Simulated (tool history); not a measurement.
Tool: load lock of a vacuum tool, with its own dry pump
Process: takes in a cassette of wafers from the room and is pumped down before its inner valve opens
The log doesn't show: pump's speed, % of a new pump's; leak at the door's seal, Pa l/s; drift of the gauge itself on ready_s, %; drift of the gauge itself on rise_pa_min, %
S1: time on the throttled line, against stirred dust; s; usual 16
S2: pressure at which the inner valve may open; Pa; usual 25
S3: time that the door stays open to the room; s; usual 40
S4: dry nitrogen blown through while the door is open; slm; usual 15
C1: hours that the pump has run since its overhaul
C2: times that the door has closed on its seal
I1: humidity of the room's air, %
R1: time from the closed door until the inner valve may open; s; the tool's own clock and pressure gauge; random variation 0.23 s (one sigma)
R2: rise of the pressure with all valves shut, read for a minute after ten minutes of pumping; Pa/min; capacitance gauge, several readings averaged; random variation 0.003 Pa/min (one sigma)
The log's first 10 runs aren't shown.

run	hour	S1	S2	S3	S4	C1	C2	I1	R1	R2
11	3259.4	16	25	40	15	5911	15915	44.8	31.9	0.261
12	3571.3	16	25	40	15	6223	16678	44.6	31.7	0.261
13	3946.2	16	25	40	15	6598	17594	45.8	31.8	0.299
14	4365.1	16	25	40	15	7016	18618	45.0	32.2	0.323
15	4551.7	23	25	40	15	7203	19075	45.5	37.4	0.333
16	4751.4	23	25	40	15	7403	19563	47.2	37.5	0.344
17	5136.9	23	25	40	13	7788	20506	41.2	37.8	0.357
18	5541.1	23	25	40	13	8192	21494	46.9	37.8	0.390
19	5942.0	23	25	57	13	8593	22474	42.7	37.6	0.416
20	6262.9	23	25	57	13	8914	23259	44.5	38.6	0.444
21	6445.5	19	34	65	12	9097	23705	42.9	34.6	0.450
22	6824.5	12	34	65	5	9476	24632	45.7	29.9	0.489
23	7032.4	16	18	97	4	9684	25140	42.0	34.9	0.532
24	7388.9	16	29	32	15	10040	26012	45.6	33.2	0.496
# hour 7723.4: dry pump taken out, an overhauled one fitted
25	7794.4	31	43	147	7	71	26989	42.4	39.6	0.594
26	8080.9	16	24	220	10	358	27689	46.1	30.2	0.637
27	8298.9	12	24	106	10	575	28222	42.8	26.7	0.598
# hour 8425.8: door's seal changed, seat wiped
28	8671.9	16	41	40	38	947	602	45.3	28.8	0.026
29	9111.1	16	41	40	38	1386	1676	48.9	28.7	0.039
30	9337.0	16	41	40	38	1612	2228	46.7	28.8	0.041
31	9739.1	11	35	40	7	2014	3211	44.2	25.5	0.063

Forecast run 32:
32	10160.2	20	48	228	26	2435	4241	44.5	?	?

R1: 32.3 s
R2: 0.095 Pa/min
Without the tool's hidden state the same run would have given R1 31.5 s, R2 0.061 Pa/min.
